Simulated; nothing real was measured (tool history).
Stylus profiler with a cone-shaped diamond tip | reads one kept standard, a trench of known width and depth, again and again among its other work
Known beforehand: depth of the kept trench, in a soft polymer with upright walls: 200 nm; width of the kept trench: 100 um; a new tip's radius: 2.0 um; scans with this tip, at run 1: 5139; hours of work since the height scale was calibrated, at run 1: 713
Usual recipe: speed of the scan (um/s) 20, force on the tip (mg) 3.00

| run | hour | speed of the scan (um/s) | force on the tip (mg) | scans with this tip | hours of work since the height scale was calibrated | depth of the trench (nm) | width of the trench's floor (um) |
|---|---|---|---|---|---|---|---|
| 1 | 0.0 | 20 | 3.00 | 5139 | 713 | 202.41 | 97.86 |
| 2 | 16.9 | 52 | 3.00 | 5228 | 725 | 202.40 | 97.69 |
| 3 | 32.3 | 13 | 3.00 | 5309 | 737 | 202.39 | 97.91 |
| 4 | 46.7 | 13 | 3.00 | 5385 | 747 | 202.40 | 97.91 |
| 5 | 59.8 | 13 | 3.00 | 5453 | 757 | 202.38 | 97.92 |
| 6 | 83.0 | 13 | 3.00 | 5575 | 774 | 202.40 | 97.83 |
| 7 | 94.2 | 15 | 3.00 | 5634 | 782 | 202.37 | 97.92 |
| 8 | 115.8 | 15 | 3.00 | 5747 | 797 | 202.35 | 97.84 |
| 9 | 139.2 | 20 | 3.00 | 5870 | 814 | 202.35 | 97.86 |
| 10 | 157.4 | 20 | 3.00 | 5966 | 828 | 202.38 | 97.82 |
| 11 | 182.4 | 20 | 3.00 | 6098 | 846 | 202.36 | 97.81 |
| 12 | 208.1 | 20 | 3.00 | 6233 | 865 | 202.34 | 97.83 |
| 13 | 229.8 | 20 | 3.00 | 6347 | 881 | 202.35 | 97.82 |
| 14 | 240.7 | 20 | 3.00 | 6404 | 889 | 202.32 | 97.84 |
| 15 | 260.8 | 15 | 3.00 | 6510 | 903 | 202.34 | 97.83 |
| 16 | 275.7 | 6 | 1.44 | 6588 | 914 | 201.31 | 97.86 |
| 17 | 298.8 | 9 | 3.00 | 6709 | 931 | 202.34 | 97.85 |
| 18 | 314.4 | 28 | 7.40 | 6791 | 942 | 204.46 | 97.76 |
| 19 | 330.5 | 28 | 7.40 | 6876 | 954 | 204.46 | 97.81 |
| 20 | 354.9 | 20 | 8.51 | 7004 | 972 | 204.86 | 97.81 |
| 21 | 377.6 | 7 | 8.73 | 7124 | 988 | 204.97 | 97.90 |
| 22 | 400.6 | 7 | 8.73 | 7244 | 1005 | 204.97 | 97.88 |
| 23 | 417.6 | 46 | 2.56 | 7333 | 1017 | 202.02 | 97.64 |
| 24 | 434.6 | 7 | 7.85 | 7423 | 1030 | 204.59 | 97.89 |
| 25 | 455.2 | 7 | 7.85 | 7531 | 1045 | 204.59 | 97.92 |
| 26 | 468.3 | 10 | 1.93 | 7600 | 1054 | 201.61 | 97.86 |
| 27 | 490.1 | 5 | 2.41 | 7714 | 1070 | 201.91 | 97.83 |
| 28 | 501.1 | 18 | 1.31 | 7772 | 1078 | 201.19 | 97.68 |
| 29 | 520.7 | 8 | 3.00 | 7875 | 1093 | 202.27 | 97.84 |
| 30 | 546.6 | 8 | 3.00 | 8011 | 1112 | 202.24 | 97.85 |

Alternative continuations, all from the tool just after run 30; predict every row:
| A | 571.5 | 49 | 3.00 | 8142 | 1130 | ? | ? |
| B | 571.5 | 9 | 1.22 | 8142 | 1130 | ? | ? |
| C | 571.5 | 14 | 6.53 | 8142 | 1130 | ? | ? |
| D | 571.5 | 5 | 8.27 | 8142 | 1130 | ? | ? |

| run | depth of the trench (nm) | width of the trench's floor (um) |
|---|---|---|
| A | 202.20 | 97.58 |
| B | 201.09 | 97.79 |
| C | 204.01 | 97.82 |
| D | 204.72 | 97.87 |
Without the tool's unlogged condition, the same runs would have read:
| run | depth of the trench (nm) | width of the trench's floor (um) |
|---|---|---|
| A | 202.54 | 97.98 |
| B | 201.42 | 98.19 |
| C | 204.35 | 98.22 |
| D | 205.06 | 98.27 |
